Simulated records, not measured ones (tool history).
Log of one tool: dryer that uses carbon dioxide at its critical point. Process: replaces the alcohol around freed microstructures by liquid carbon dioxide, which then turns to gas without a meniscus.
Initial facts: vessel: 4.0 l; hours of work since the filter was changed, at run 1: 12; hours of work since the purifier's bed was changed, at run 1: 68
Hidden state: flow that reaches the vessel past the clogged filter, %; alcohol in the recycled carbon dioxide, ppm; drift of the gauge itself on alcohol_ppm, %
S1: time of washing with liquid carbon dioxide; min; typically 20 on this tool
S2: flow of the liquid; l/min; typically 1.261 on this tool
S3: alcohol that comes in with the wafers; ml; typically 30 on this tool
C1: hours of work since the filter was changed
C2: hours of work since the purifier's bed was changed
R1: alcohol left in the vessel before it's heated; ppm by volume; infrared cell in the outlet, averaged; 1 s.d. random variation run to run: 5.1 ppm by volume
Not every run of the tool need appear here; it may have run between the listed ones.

run 1 day=0 | S1=20 S2=1.261 S3=30 | C1=12 C2=68 | R1=81
run 2 day=0.25 | S1=20 S2=1.261 S3=30 | C1=15 C2=70 | R1=79
run 3 day=0.658 | S1=20 S2=1.261 S3=50 | C1=19 C2=75 | R1=116
run 4 day=1.008 | S1=20 S2=1.261 S3=50 | C1=22 C2=78 | R1=126
run 5 day=1.504 | S1=20 S2=1.261 S3=50 | C1=27 C2=83 | R1=122
run 6 day=1.933 | S1=20 S2=1.22 S3=30 | C1=31 C2=87 | R1=98
run 7 day=2.35 | S1=15 S2=1.22 S3=30 | C1=35 C2=91 | R1=271
run 8 day=2.875 | S1=15 S2=1.22 S3=30 | C1=41 C2=96 | R1=274
run 9 day=3.233 | S1=20 S2=0.81 S3=30 | C1=44 C2=100 | R1=420
run 10 day=3.617 | S1=20 S2=0.81 S3=30 | C1=48 C2=104 | R1=407
run 11 day=3.912 | S1=20 S2=0.81 S3=30 | C1=51 C2=107 | R1=421
run 12 day=4.446 | S1=20 S2=0.81 S3=30 | C1=56 C2=112 | R1=426
run 13 day=5 | S1=20 S2=0.81 S3=30 | C1=62 C2=117 | R1=422
run 14 day=5.5 | S1=20 S2=0.81 S3=30 | C1=67 C2=122 | R1=422
run 15 day=5.8 | S1=20 S2=0.81 S3=30 | C1=70 C2=125 | R1=445
run 16 day=6.346 | S1=20 S2=0.81 S3=30 | C1=75 C2=131 | R1=447
run 17 day=6.825 | S1=20 S2=0.81 S3=30 | C1=80 C2=135 | R1=426
run 18 day=7.15 | S1=29 S2=1.42 S3=51 | C1=83 C2=139 | R1=50
run 19 day=7.608 | S1=23 S2=1.54 S3=30 | C1=87 C2=143 | R1=43
run 20 day=8.008 | S1=25 S2=0.79 S3=119 | C1=91 C2=147 | R1=870
run 21 day=8.371 | S1=26 S2=0.86 S3=119 | C1=95 C2=151 | R1=550
run 22 day=8.625 | S1=20 S2=1.55 S3=64 | C1=97 C2=153 | R1=89
run 23 day=8.992 | S1=18 S2=0.78 S3=53 | C1=101 C2=157 | R1=1108
run 24 day=9.471 | S1=18 S2=0.78 S3=53 | C1=106 C2=162 | R1=1130
run 25 day=9.867 | S1=24 S2=0.9 S3=100 | C1=110 C2=166 | R1=538

The same runs without the tool's hidden state, with the same run-to-run variation:
run=1 R1=63
run=2 R1=60
run=3 R1=94
run=4 R1=103
run=5 R1=97
run=6 R1=74
run=7 R1=238
run=8 R1=238
run=9 R1=379
run=10 R1=365
run=11 R1=375
run=12 R1=377
run=13 R1=371
run=14 R1=369
run=15 R1=388
run=16 R1=388
run=17 R1=366
run=18 R1=17
run=19 R1=9
run=20 R1=754
run=21 R1=456
run=22 R1=46
run=23 R1=988
run=24 R1=1004
run=25 R1=437

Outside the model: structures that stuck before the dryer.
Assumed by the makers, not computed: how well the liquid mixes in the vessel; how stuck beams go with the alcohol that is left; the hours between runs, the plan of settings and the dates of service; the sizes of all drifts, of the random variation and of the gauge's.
